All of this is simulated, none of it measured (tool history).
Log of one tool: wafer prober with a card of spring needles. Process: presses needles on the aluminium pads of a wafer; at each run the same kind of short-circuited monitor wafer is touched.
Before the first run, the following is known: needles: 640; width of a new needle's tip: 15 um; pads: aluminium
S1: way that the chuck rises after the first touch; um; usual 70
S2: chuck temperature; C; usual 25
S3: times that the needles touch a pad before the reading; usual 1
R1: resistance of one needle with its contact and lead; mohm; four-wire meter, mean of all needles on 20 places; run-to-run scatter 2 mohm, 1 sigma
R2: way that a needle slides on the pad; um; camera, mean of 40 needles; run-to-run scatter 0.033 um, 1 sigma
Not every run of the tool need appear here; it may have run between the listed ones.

run	hour	S1	S2	S3	R1	R2
1	0	70	25	1	234	11.95
# hour 12.3: tips cleaned on abrasive film
2	20.3	70	25	1	275	11.97
# hour 24.1: tips cleaned on abrasive film
# hour 38.6: tips cleaned on abrasive film
# hour 50.4: tips cleaned on abrasive film
3	61.1	70	25	1	283	11.91
# hour 63.2: tips cleaned on abrasive film
# hour 77.6: tips cleaned on abrasive film
# hour 90.7: tips cleaned on abrasive film
4	95.4	70	25	1	262	11.85
# hour 104.2: tips cleaned on abrasive film
# hour 117.4: tips cleaned on abrasive film
5	118.2	70	25	1	231	11.83
# hour 131.8: tips cleaned on abrasive film
# hour 143.7: height of the first contact set anew
# hour 146.8: tips cleaned on abrasive film
6	147.4	70	25	1	230	12.11
# hour 159.2: tips cleaned on abrasive film
# hour 172: tips cleaned on abrasive film
# hour 183.8: tips cleaned on abrasive film
7	187.7	70	25	1	257	12.09
# hour 195.6: tips cleaned on abrasive film
# hour 209.4: tips cleaned on abrasive film
# hour 222: tips cleaned on abrasive film
8	222.4	70	25	1	226	12.01
# hour 235.4: tips cleaned on abrasive film
# hour 249.5: tips cleaned on abrasive film
# hour 263.4: tips cleaned on abrasive film
9	265.8	70	42	1	250	11.99
# hour 277.2: tips cleaned on abrasive film
# hour 291.2: tips cleaned on abrasive film
10	297.6	70	42	1	271	11.94
# hour 303: tips cleaned on abrasive film
# hour 317.1: tips cleaned on abrasive film
11	324.6	70	42	1	284	11.92
# hour 330: tips cleaned on abrasive film
# hour 342: tips cleaned on abrasive film
12	347.6	59	25	1	294	10.02
# hour 356.6: tips cleaned on abrasive film
# hour 370.6: tips cleaned on abrasive film
# hour 384.3: tips cleaned on abrasive film
13	384.8	52	25	1	234	8.74
# hour 397.9: tips cleaned on abrasive film
14	408.2	52	25	1	334	8.79
# hour 410.7: tips cleaned on abrasive film
# hour 423: tips cleaned on abrasive film
# hour 436.1: tips cleaned on abrasive film
# hour 444: height of the first contact set anew
15	444	56	86	1	306	9.74
# hour 449.9: tips cleaned on abrasive film
# hour 463.8: tips cleaned on abrasive film
# hour 475.9: tips cleaned on abrasive film
16	479.6	81	49	1	248	14.03
# hour 488: tips cleaned on abrasive film
# hour 502: tips cleaned on abrasive film
# hour 515.5: tips cleaned on abrasive film
17	521.5	81	26	1	263	13.96
# hour 529.7: tips cleaned on abrasive film
# hour 543.5: tips cleaned on abrasive film
18	548.1	81	26	1	259	13.85
# hour 557.1: tips cleaned on abrasive film
# hour 568.9: tips cleaned on abrasive film
# hour 582.5: tips cleaned on abrasive film
19	585.2	78	69	3	237	13.42
# hour 596: tips cleaned on abrasive film
# hour 608.5: tips cleaned on abrasive film
20	608.5	69	25	1	227	11.68
# hour 622.4: tips cleaned on abrasive film
# hour 634.6: tips cleaned on abrasive film
21	634.6	70	59	1	231	11.93
# hour 646.6: tips cleaned on abrasive film
22	657.1	71	59	1	293	12.13
# hour 660.1: tips cleaned on abrasive film
# hour 672.9: tips cleaned on abrasive film
# hour 685.7: tips cleaned on abrasive film
23	685.7	71	59	1	228	12.04
# hour 699.6: tips cleaned on abrasive film
# hour 713.2: tips cleaned on abrasive film
24	720.3	72	59	1	278	12.14
# hour 727.6: tips cleaned on abrasive film
# hour 741.7: tips cleaned on abrasive film
# hour 744.9: height of the first contact set anew
# hour 755.6: tips cleaned on abrasive film
25	760.3	66	79	3	245	11.39
# hour 769.2: tips cleaned on abrasive film
# hour 781: tips cleaned on abrasive film
# hour 795.3: tips cleaned on abrasive film
26	796	66	79	3	235	11.36
# hour 809.9: tips cleaned on abrasive film
# hour 822.1: tips cleaned on abrasive film
27	824.3	61	25	1	257	10.49
# hour 836.1: tips cleaned on abrasive film
# hour 849: tips cleaned on abrasive film
# hour 862: tips cleaned on abrasive film
28	862	53	74	3	236	9.02

Alternative continuations, all from the tool just after run 28; predict every row:
# hour 875.8: tips cleaned on abrasive film
A	882.6	70	25	3	?	?
# hour 875.8: tips cleaned on abrasive film
B	882.6	62	78	3	?	?
# hour 875.8: tips cleaned on abrasive film
C	882.6	70	25	3	?	?
# hour 875.8: tips cleaned on abrasive film
D	882.6	76	25	1	?	?
# hour 875.8: tips cleaned on abrasive film
E	882.6	53	37	3	?	?

run	R1	R2
A	243	11.96
B	255	10.58
C	237	12
D	269	13.02
E	255	8.98
Stripped of hidden state, with their random variation kept, the same runs would have yielded:
run	R1	R2
A	222	12.1
B	231	10.72
C	217	12.14
D	220	13.16
E	222	9.11

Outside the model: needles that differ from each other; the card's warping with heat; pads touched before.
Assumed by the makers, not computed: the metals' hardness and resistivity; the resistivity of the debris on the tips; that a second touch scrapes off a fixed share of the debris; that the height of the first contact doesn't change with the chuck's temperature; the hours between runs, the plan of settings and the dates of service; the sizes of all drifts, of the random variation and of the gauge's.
